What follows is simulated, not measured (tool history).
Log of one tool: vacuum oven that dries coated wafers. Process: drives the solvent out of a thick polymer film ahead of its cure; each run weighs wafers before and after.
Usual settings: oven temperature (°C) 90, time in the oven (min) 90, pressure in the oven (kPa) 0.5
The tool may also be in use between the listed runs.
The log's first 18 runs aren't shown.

run,hour,oven temperature (°C),time in the oven (min),pressure in the oven (kPa),hours of work since the thermocouples were calibrated,hours of work since the vacuum gauge was cleaned of residue,solvent left in the film (%)
19,156.4,93,90,0.5,256,165,1.75
20,167.2,93,90,0.5,263,172,1.77
21,178.5,93,90,0.5,270,179,1.67
22,186.5,89,89,1.254,275,184,3.33
23,197,89,89,1.254,282,191,3.34
24,205.9,88,58,0.5,288,197,5.09
# hour 209: oven's thermocouples calibrated
25,220.8,88,58,1.295,8,206,5.87
# hour 231.7: oven's thermocouples calibrated, once more
26,233.8,88,58,1.295,1,213,5.51
27,246.5,102,155,0.359,10,221,0.33
28,252.2,100,125,0.359,13,225,0.51
29,264.8,90,45,1.46,22,233,6.18
30,277.1,90,45,1.46,30,241,6.4
31,285.8,90,59,0.967,36,247,4.48
32,294.1,88,90,0.5,41,253,2.62
33,306.5,88,90,0.5,49,261,2.57
34,312.2,88,90,0.5,53,264,2.53
35,318.9,90,98,1.883,57,269,3.2
36,329.1,99,89,0.288,64,275,0.76
37,337.6,91,84,0.5,70,281,2.21
38,348.2,97,90,0.419,77,288,0.99
39,356.3,90,154,1.878,82,293,2.2
40,367.6,95,90,0.253,89,301,1.07
41,376.8,82,74,0.306,95,307,4.97

5 ways to go on from here, each from the tool as it stands after run 41. What would each give?
A,389.7,90,128,0.79,104,315,?
B,389.7,104,134,0.306,104,315,?
C,389.7,83,83,0.363,104,315,?
D,389.7,103,74,0.306,104,315,?
E,389.7,81,62,0.5,104,315,?

run,solvent left in the film (%)
A,1.36
B,0.16
C,4.04
D,0.76
E,6.53
Without the tool's hidden state the same runs would have given:
run,solvent left in the film (%)
A,1.36
B,0.14
C,4.09
D,0.76
E,6.6
